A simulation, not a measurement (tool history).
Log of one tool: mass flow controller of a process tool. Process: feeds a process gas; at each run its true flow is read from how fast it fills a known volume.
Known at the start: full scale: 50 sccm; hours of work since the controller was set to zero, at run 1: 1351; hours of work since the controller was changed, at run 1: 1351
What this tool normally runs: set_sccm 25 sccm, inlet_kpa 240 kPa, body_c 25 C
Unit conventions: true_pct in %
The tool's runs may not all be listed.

| run | hour | set_sccm | inlet_kpa | body_c | hours of work since the controller was set to zero | hours of work since the controller was changed | true_pct |
|---|---|---|---|---|---|---|---|
| 1 | 0 | 25 | 240 | 25 | 1351 | 1351 | 98.35 |
| 2 | 79.1 | 25 | 240 | 25 | 1403 | 1403 | 98.43 |
| 3 | 155.5 | 25 | 240 | 25 | 1454 | 1454 | 98.42 |
| 4 | 294.3 | 25 | 178 | 25 | 1547 | 1547 | 98.7 |
| 5 | 470.9 | 25 | 178 | 25 | 1664 | 1664 | 98.74 |
| 6 | 635.8 | 25 | 178 | 25 | 1774 | 1774 | 98.65 |
| 7 | 804.3 | 25 | 231 | 25 | 1886 | 1886 | 98.22 |
| 8 | 975.5 | 25 | 231 | 25 | 2000 | 2000 | 98.26 |
| 9 | 1148.1 | 25 | 240 | 30 | 2115 | 2115 | 97.69 |
| 10 | 1318.5 | 25 | 240 | 20 | 2229 | 2229 | 98.58 |
| 11 | 1406.8 | 9 | 240 | 25 | 2288 | 2288 | 96.6 |
| 12 | 1510.5 | 9 | 240 | 25 | 2357 | 2357 | 96.77 |
| 13 | 1619.9 | 9 | 240 | 25 | 2430 | 2430 | 96.77 |
| 14 | 1700.7 | 26 | 240 | 25 | 2484 | 2484 | 98.03 |
|  | 1713.4 | controller's zero set anew |
| 15 | 1857.5 | 26 | 240 | 25 | 96 | 2588 | 97.75 |

The next listed run, before its measurement:
| 16 | 2013 | 26 | 240 | 25 | 200 | 2691 | ? |

true_pct: 97.58 %
If the tool had no hidden condition, the same run with the same run-to-run variation would have returned true_pct 99.11 %.
